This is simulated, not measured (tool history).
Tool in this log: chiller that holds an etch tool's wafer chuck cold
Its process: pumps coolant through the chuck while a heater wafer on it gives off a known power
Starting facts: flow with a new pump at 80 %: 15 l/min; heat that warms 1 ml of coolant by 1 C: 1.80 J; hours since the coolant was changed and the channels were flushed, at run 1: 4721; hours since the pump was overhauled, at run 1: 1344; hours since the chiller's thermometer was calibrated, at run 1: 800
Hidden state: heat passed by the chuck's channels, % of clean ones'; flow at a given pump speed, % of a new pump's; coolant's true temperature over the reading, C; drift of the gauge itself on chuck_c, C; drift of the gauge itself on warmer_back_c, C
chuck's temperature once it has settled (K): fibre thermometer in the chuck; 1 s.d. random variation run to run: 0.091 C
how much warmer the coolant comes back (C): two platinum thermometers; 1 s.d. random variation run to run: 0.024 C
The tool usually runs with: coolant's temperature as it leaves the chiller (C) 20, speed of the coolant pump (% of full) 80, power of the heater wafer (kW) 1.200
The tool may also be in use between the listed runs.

run	hour	coolant's temperature as it leaves the chiller (C)	speed of the coolant pump (% of full)	power of the heater wafer (kW)	hours since the coolant was changed and the channels were flushed	hours since the pump was overhauled	hours since the chiller's thermometer was calibrated	chuck's temperature once it has settled (K)	how much warmer the coolant comes back (C)
1	0.0	20	80	1.200	4721	1344	800	303.32	2.66
2	45.3	20	89	1.200	4766	1389	845	302.29	2.37
3	132.6	20	89	1.200	4854	1477	932	302.29	2.40
4	212.3	10	80	1.200	4933	1556	1012	292.92	2.63
5	260.3	20	80	1.200	4981	1604	1060	302.89	2.67
6	300.6	10	80	1.200	5022	1645	1100	292.91	2.66
7	379.8	20	80	0.982	5101	1724	1179	301.21	2.18
8	435.9	20	80	0.982	5157	1780	1236	301.21	2.23
9	472.4	20	80	0.982	5193	1816	1272	301.16	2.17
10	511.1	20	80	0.982	5232	1855	1311	301.25	2.16
11	574.7	20	80	0.982	5296	1919	1374	301.29	2.21
12	636.1	20	80	0.982	5357	1980	1436	301.34	2.21
13	710.8	20	80	1.200	5432	2055	1510	303.14	2.70
14	759.7	20	80	1.200	5481	2104	1559	303.19	2.66
15	801.9	20	80	1.200	5523	2146	1602	303.24	2.68
16	864.5	20	80	1.200	5586	2208	1664	303.05	2.72
17	938.0	20	80	1.200	5659	2282	1738	303.13	2.68
18	973.1	20	80	0.654	5694	2317	1773	298.66	1.46
19	1028.9	20	80	0.654	5750	2373	1829	298.48	1.45
20	1068.1	19	94	0.654	5789	2412	1868	296.96	1.23
# hour 1123.7: coolant changed, channels flushed
21	1154.6	19	94	0.654	31	2493	1948	296.42	1.24
22	1199.5	19	86	0.654	76	2537	1993	296.58	1.32
23	1283.6	13	80	1.356	160	2622	2077	296.43	3.05
24	1327.5	13	80	1.356	204	2665	2121	296.42	3.06
25	1373.7	13	80	1.356	250	2712	2167	296.55	3.06
26	1444.0	13	80	1.356	320	2782	2238	296.67	3.08
27	1512.2	12	71	0.666	389	2850	2306	290.65	1.74
28	1575.9	20	87	1.200	452	2914	2370	301.66	2.47
29	1624.0	13	78	0.691	500	2962	2418	291.44	1.57
30	1664.0	11	61	0.891	540	3002	2458	292.56	2.71

Across each entry between runs, compare the hidden state at the last listed run before it with the hidden state at the first listed run after it:
Between runs 20 and 21: coolant changed, channels flushed (hour 1123.7)
  heat passed by the chuck's channels, % of clean ones': 89.7 -> 99.6; flow at a given pump speed, % of a new pump's: 98.3 -> 98.2; coolant's true temperature over the reading, C: -0.17 -> -0.18
  measured less the result without the state, chuck's temperature once it has settled (K): +0.32 -> -0.11; how much warmer the coolant comes back (C): +0.03 -> +0.02
